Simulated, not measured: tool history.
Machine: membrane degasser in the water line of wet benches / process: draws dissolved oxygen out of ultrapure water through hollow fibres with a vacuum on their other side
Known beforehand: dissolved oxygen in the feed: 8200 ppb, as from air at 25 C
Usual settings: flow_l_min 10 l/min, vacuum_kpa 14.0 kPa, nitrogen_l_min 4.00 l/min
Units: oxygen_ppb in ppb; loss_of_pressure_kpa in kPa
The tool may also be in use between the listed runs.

| run | day | flow_l_min | vacuum_kpa | nitrogen_l_min | oxygen_ppb | loss_of_pressure_kpa |
|---|---|---|---|---|---|---|
| 1 | 0.000 | 10 | 14.0 | 4.00 | 82.7 | 40.89 |
| 2 | 2.700 | 10 | 14.0 | 4.00 | 83.5 | 41.26 |
| 3 | 6.392 | 10 | 14.0 | 4.00 | 82.6 | 40.89 |
| 4 | 10.717 | 10 | 14.0 | 4.00 | 82.8 | 40.86 |
| 5 | 14.300 | 10 | 14.0 | 4.00 | 83.1 | 41.20 |
| 6 | 16.554 | 10 | 14.0 | 4.00 | 83.8 | 41.33 |
| 7 | 20.117 | 10 | 14.0 | 4.00 | 83.0 | 40.87 |
| 8 | 24.775 | 10 | 14.0 | 4.00 | 84.2 | 41.23 |
| 9 | 27.533 | 9 | 14.0 | 2.52 | 107.7 | 37.15 |
| 10 | 31.092 | 10 | 25.1 | 3.24 | 186.6 | 40.60 |
| 11 | 35.367 | 10 | 25.1 | 3.24 | 190.1 | 41.58 |

Estimate the outcome of run 12 from the log above:
| 12 | 39.954 | 9 | 14.5 | 2.70 | ? | ? |

Run 12 produced oxygen_ppb 107.4 ppb, loss_of_pressure_kpa 36.84 kPa.
With no hidden state in the tool, this same run would have given oxygen_ppb 97.9 ppb, loss_of_pressure_kpa 36.53 kPa.

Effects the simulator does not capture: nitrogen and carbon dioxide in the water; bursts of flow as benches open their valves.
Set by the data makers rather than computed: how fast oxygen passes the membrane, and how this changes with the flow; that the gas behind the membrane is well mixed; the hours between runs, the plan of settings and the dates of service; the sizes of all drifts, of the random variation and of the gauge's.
